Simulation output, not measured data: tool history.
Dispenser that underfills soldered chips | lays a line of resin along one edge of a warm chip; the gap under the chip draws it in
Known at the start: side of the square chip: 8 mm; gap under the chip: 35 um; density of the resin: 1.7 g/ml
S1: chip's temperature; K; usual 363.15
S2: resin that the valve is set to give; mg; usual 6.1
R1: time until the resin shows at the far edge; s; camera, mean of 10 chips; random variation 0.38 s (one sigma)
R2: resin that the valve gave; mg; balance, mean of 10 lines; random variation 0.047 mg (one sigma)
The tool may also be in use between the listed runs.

run   hour      S1    S2    R1    R2
  1      0  363.15   6.1    28  5.47
         9  -- new syringe of resin
  2   13.2  363.15   6.1  26.2  5.51
  3   20.2  363.15   6.1  33.2  5.42
      23.9  -- new syringe of resin
  4   28.6  363.15   6.1  26.6  5.48
      38.7  -- new syringe of resin
  5   38.7  357.15   6.1  29.1  5.46
  6   46.5  357.15   6.1  37.2  5.33
      53.3  -- new syringe of resin
  7   54.4  373.15  5.65  16.2  4.98
  8     65  371.15  7.73  23.9  6.72
      68.1  -- new syringe of resin
      77.4  -- dispensing valve cleaned and set on the balance
  9   78.2  352.15  5.91  49.9  5.86
      83.8  -- new syringe of resin
 10   86.3  376.15  6.65  13.3  6.51
 11   95.1  373.15  7.09  21.6  6.99
      98.3  -- new syringe of resin
 12  102.1  372.15  5.92  17.7  5.72

Some steps in R1 between neighbouring runs. How much of each would the tool show without its hidden state too (settings, what came in, random variation), and how much is left for the hidden state, with any gauge scatter that isn't in both results?
The hidden state here: resin's viscosity, % of fresh resin's; dose that the valve gives, % of what is set; true chip temperature over the reading, C; drift of the gauge itself on fill_s, %; drift of the gauge itself on given_mg, %.
Run 9 -> 10: S1 352.15 -> 376.15, S2 5.91 -> 6.65, new syringe of resin. R1 -36.6 s: hidden state -10.7, all else -25.9.
